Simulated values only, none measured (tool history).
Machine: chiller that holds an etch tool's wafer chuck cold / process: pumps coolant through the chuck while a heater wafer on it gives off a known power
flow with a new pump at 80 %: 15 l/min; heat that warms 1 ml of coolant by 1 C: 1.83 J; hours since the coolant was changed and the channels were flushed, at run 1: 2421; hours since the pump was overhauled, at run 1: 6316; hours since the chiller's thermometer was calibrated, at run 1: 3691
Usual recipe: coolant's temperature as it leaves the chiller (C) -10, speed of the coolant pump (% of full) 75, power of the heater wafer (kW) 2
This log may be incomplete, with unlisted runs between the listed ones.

run,day,coolant's temperature as it leaves the chiller (C),speed of the coolant pump (% of full),power of the heater wafer (kW),hours since the coolant was changed and the channels were flushed,hours since the pump was overhauled,hours since the chiller's thermometer was calibrated,chuck's temperature once it has settled (C),how much warmer the coolant comes back (C)
1,0,-10,75,2,2421,6316,3691,10.3,4.9
2,5.946,-10,75,2,2564,6458,3833,10.5,4.98
3,14.038,-10,75,2,2758,6653,4027,10.5,4.88
4,20.412,-10,75,2,2911,6806,4180,10.5,4.94
5,29.304,-10,62,2,3124,7019,4394,13,5.98
6,35.5,-10,75,2,3273,7168,4543,10.8,4.99
7,44.388,-10,75,2,3486,7381,4756,10.8,4.93
8,49.446,-4,75,2,3608,7502,4877,17,5
9,58.558,-4,75,2,3826,7721,5096,16.8,5.06
10,65.317,-4,75,1.121,3989,7883,5258,7.8,2.85
11,74.283,-4,75,1.121,4204,8098,5473,7.6,2.82
12,83.583,-10,75,2,4427,8322,5697,11.1,5.06
13,88.804,-10,75,2,4552,8447,5822,11.4,5.01
# day 96.579: chiller's thermometer calibrated
14,97.375,-10,75,2,4757,8652,19,12.3,5.05
15,105.129,-10,78,2,4943,8838,205,11.6,4.84
16,112.842,-10,75,2,5128,9023,390,12.5,5.02
17,117.567,-8,90,1.916,5242,9136,504,11.3,4.09
18,125.167,-8,75,1.104,5424,9319,686,4.4,2.77
19,130.471,-14,75,1.35,5551,9446,813,1.1,3.42
20,137.375,-14,75,1.35,5717,9612,979,1.3,3.41
21,143.642,-14,85,1.35,5868,9762,1130,0.1,3.1
22,149.5,-1,63,1.557,6008,9903,1270,18.8,4.72
23,157.9,-1,63,1.557,6210,10104,1472,18.6,4.66
24,166.158,-16,66,2.255,6408,10303,1670,12.2,6.55
25,173.129,-10,75,1.017,6575,10470,1837,1.7,2.56
26,181.238,-16,75,1.463,6770,10664,2032,1.1,3.77
27,185.812,-16,75,1.463,6880,10774,2142,1.1,3.82
28,194,-4,95,1.921,7076,10971,2338,15.8,3.96
29,202.554,-10,68,2.367,7281,11176,2543,19.7,6.72
30,207.129,-10,68,2.367,7391,11286,2653,19.6,6.7
31,216.558,-15,95,1.657,7617,11512,2880,2.3,3.43

Hidden state or all else? Some run-to-run changes of chuck's temperature once it has settled (C), split into what the settings, what came in and random variation would give without the hidden state, and what is left for the hidden state (with any gauge scatter that isn't in both results):
Hidden state present: heat passed by the chuck's channels, % of clean ones'; flow at a given pump speed, % of a new pump's; coolant's true temperature over the reading, C; drift of the gauge itself on chuck_c, C; drift of the gauge itself on warmer_back_c, C.
Run 21 -> 22: coolant's temperature as it leaves the chiller (C) -14 -> -1, speed of the coolant pump (% of full) 85 -> 63, power of the heater wafer (kW) 1.35 -> 1.557. chuck's temperature once it has settled (C) +18.7: hidden state +1, all else +17.7.
Run 24 -> 25: coolant's temperature as it leaves the chiller (C) -16 -> -10, speed of the coolant pump (% of full) 66 -> 75, power of the heater wafer (kW) 2.255 -> 1.017. chuck's temperature once it has settled (C) -10.5: hidden state -3.1, all else -7.4.
Run 27 -> 28: coolant's temperature as it leaves the chiller (C) -16 -> -4, speed of the coolant pump (% of full) 75 -> 95, power of the heater wafer (kW) 1.463 -> 1.921. chuck's temperature once it has settled (C) +14.7: hidden state +0.7, all else +14.
Run 28 -> 29: coolant's temperature as it leaves the chiller (C) -4 -> -10, speed of the coolant pump (% of full) 95 -> 68, power of the heater wafer (kW) 1.921 -> 2.367. chuck's temperature once it has settled (C) +3.9: hidden state +2.1, all else +1.8.
Run 30 -> 31: coolant's temperature as it leaves the chiller (C) -10 -> -15, speed of the coolant pump (% of full) 68 -> 95, power of the heater wafer (kW) 2.367 -> 1.657. chuck's temperature once it has settled (C) -17.3: hidden state -2.5, all else -14.8.
